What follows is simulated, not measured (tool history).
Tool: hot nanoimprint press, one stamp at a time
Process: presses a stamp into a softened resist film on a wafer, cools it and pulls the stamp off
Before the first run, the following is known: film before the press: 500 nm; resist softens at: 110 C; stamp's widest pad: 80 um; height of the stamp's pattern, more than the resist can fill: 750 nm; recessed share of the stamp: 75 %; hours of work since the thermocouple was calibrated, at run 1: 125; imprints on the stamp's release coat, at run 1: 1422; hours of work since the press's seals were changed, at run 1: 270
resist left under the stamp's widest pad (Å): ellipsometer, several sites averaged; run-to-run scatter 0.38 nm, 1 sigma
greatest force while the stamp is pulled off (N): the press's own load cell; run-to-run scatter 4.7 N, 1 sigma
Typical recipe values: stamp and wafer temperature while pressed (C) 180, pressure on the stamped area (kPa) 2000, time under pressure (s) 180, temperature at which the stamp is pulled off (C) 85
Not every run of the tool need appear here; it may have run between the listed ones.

| run | hour | stamp and wafer temperature while pressed (C) | pressure on the stamped area (kPa) | time under pressure (s) | temperature at which the stamp is pulled off (C) | hours of work since the thermocouple was calibrated | imprints on the stamp's release coat | hours of work since the press's seals were changed | resist left under the stamp's widest pad (Å) | greatest force while the stamp is pulled off (N) |
|---|---|---|---|---|---|---|---|---|---|---|
| 1 | 0.0 | 180 | 2000 | 180 | 85 | 125 | 1422 | 270 | 1858 | 334 |
| 2 | 6.8 | 180 | 2000 | 187 | 85 | 129 | 1440 | 273 | 1828 | 361 |
| 3 | 14.8 | 180 | 2000 | 187 | 85 | 132 | 1460 | 277 | 1819 | 337 |
| 4 | 23.2 | 180 | 2000 | 180 | 85 | 136 | 1482 | 281 | 1847 | 353 |
| 5 | 35.0 | 180 | 2000 | 180 | 85 | 142 | 1513 | 286 | 1855 | 351 |
| 6 | 42.4 | 180 | 2000 | 180 | 85 | 145 | 1532 | 290 | 1848 | 365 |
| 7 | 58.5 | 180 | 1250 | 180 | 85 | 152 | 1574 | 297 | 2321 | 348 |
| 8 | 73.9 | 180 | 1250 | 180 | 85 | 160 | 1614 | 304 | 2329 | 362 |
| 9 | 81.8 | 180 | 1250 | 180 | 85 | 163 | 1634 | 308 | 2320 | 364 |
| 10 | 94.1 | 180 | 1250 | 180 | 85 | 169 | 1666 | 313 | 2317 | 373 |
| 11 | 109.8 | 180 | 1250 | 180 | 85 | 176 | 1707 | 321 | 2325 | 371 |
| 12 | 124.5 | 180 | 1250 | 180 | 85 | 183 | 1745 | 327 | 2324 | 369 |
| 13 | 139.1 | 190 | 2000 | 180 | 85 | 190 | 1783 | 334 | 1171 | 367 |
| 14 | 147.2 | 190 | 2000 | 180 | 85 | 193 | 1804 | 338 | 1170 | 376 |
|  | 151.1 | plate thermocouple calibrated |
| 15 | 160.8 | 190 | 2000 | 180 | 85 | 4 | 1831 | 343 | 1146 | 389 |
|  | 180.8 | stamp cleaned and given a new release coat |
| 16 | 182.3 | 190 | 2000 | 180 | 85 | 12 | 4 | 350 | 1155 | 230 |
| 17 | 195.0 | 179 | 1590 | 201 | 85 | 18 | 37 | 356 | 2034 | 224 |
| 18 | 206.2 | 180 | 1470 | 233 | 78 | 23 | 66 | 361 | 1902 | 255 |
| 19 | 213.4 | 180 | 1470 | 233 | 78 | 26 | 85 | 364 | 1902 | 261 |
| 20 | 227.7 | 172 | 2570 | 233 | 82 | 33 | 122 | 371 | 2119 | 242 |
| 21 | 241.8 | 178 | 2570 | 233 | 83 | 39 | 158 | 377 | 1569 | 258 |
|  | 247.2 | plate thermocouple calibrated, once more |
| 22 | 259.8 | 178 | 2570 | 233 | 83 | 6 | 197 | 384 | 1656 | 248 |
| 23 | 274.1 | 180 | 2700 | 190 | 85 | 12 | 234 | 391 | 1586 | 255 |
| 24 | 283.1 | 180 | 2700 | 190 | 85 | 17 | 257 | 395 | 1586 | 235 |
| 25 | 295.4 | 180 | 2700 | 190 | 85 | 22 | 289 | 401 | 1592 | 254 |
| 26 | 309.0 | 170 | 2700 | 190 | 85 | 29 | 325 | 407 | 2577 | 253 |
| 27 | 318.9 | 170 | 2700 | 190 | 85 | 33 | 351 | 412 | 2582 | 255 |
| 28 | 327.4 | 170 | 2700 | 190 | 85 | 37 | 373 | 416 | 2575 | 260 |
| 29 | 339.7 | 170 | 1270 | 240 | 74 | 43 | 405 | 421 | 3236 | 288 |

Branching from run 29: 5 alternative next runs. What would each branch give?
| A | 351.1 | 170 | 1270 | 240 | 78 | 48 | 434 | 427 | ? | ? |
| B | 351.1 | 192 | 2000 | 129 | 81 | 48 | 434 | 427 | ? | ? |
| C | 351.1 | 180 | 2000 | 166 | 84 | 48 | 434 | 427 | ? | ? |
| D | 351.1 | 188 | 1270 | 240 | 85 | 48 | 434 | 427 | ? | ? |
| E | 351.1 | 178 | 2030 | 240 | 89 | 48 | 434 | 427 | ? | ? |

| run | resist left under the stamp's widest pad (Å) | greatest force while the stamp is pulled off (N) |
|---|---|---|
| A | 3245 | 276 |
| B | 1259 | 276 |
| C | 1942 | 260 |
| D | 1483 | 250 |
| E | 1841 | 249 |
Take away the tool's hidden state, keep each run's random variation, and the runs would have read:
| run | resist left under the stamp's widest pad (Å) | greatest force while the stamp is pulled off (N) |
|---|---|---|
| A | 3249 | 242 |
| B | 1253 | 241 |
| C | 1936 | 228 |
| D | 1482 | 219 |
| E | 1834 | 218 |
